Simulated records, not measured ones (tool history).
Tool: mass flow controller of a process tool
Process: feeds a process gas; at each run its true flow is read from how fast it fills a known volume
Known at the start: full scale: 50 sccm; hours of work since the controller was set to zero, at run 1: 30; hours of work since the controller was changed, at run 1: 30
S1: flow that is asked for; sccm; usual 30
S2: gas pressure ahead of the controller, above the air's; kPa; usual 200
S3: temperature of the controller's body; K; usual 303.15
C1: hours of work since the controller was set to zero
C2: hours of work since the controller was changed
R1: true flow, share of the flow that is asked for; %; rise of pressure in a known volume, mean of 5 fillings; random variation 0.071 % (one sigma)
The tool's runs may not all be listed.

run 1 hour=0 | S1=30 S2=200 S3=303.15 | C1=30 C2=30 | R1=99.63
run 2 hour=109.7 | S1=30 S2=200 S3=303.15 | C1=103 C2=103 | R1=99.54
run 3 hour=186.9 | S1=30 S2=200 S3=303.15 | C1=155 C2=155 | R1=99.55
run 4 hour=318.7 | S1=30 S2=200 S3=303.15 | C1=243 C2=243 | R1=99.61
run 5 hour=435.5 | S1=30 S2=200 S3=303.15 | C1=321 C2=321 | R1=99.61
run 6 hour=522.2 | S1=30 S2=200 S3=303.15 | C1=379 C2=379 | R1=99.51
run 7 hour=625.4 | S1=30 S2=200 S3=303.15 | C1=448 C2=448 | R1=99.59
run 8 hour=744.5 | S1=30 S2=200 S3=303.15 | C1=528 C2=528 | R1=99.57
run 9 hour=838.1 | S1=30 S2=200 S3=303.15 | C1=590 C2=590 | R1=99.52
run 10 hour=927.6 | S1=30 S2=200 S3=303.15 | C1=650 C2=650 | R1=99.57
run 11 hour=1026.7 | S1=30 S2=212 S3=303.15 | C1=716 C2=716 | R1=99.6
run 12 hour=1132.2 | S1=30 S2=212 S3=303.15 | C1=787 C2=787 | R1=99.42
run 13 hour=1252.4 | S1=30 S2=212 S3=303.15 | C1=867 C2=867 | R1=99.56
run 14 hour=1354 | S1=27 S2=170 S3=300.15 | C1=935 C2=935 | R1=99.32
run 15 hour=1482.5 | S1=41 S2=157 S3=302.15 | C1=1021 C2=1021 | R1=100.12

Forecast run 16:
run 16 hour=1593.1 | S1=11 S2=181 S3=302.15 | C1=1094 C2=1094 | R1=?

{"run 16": {"R1": 98.7}}
Without the tool's hidden state the same run would have given R1 98.7 %.

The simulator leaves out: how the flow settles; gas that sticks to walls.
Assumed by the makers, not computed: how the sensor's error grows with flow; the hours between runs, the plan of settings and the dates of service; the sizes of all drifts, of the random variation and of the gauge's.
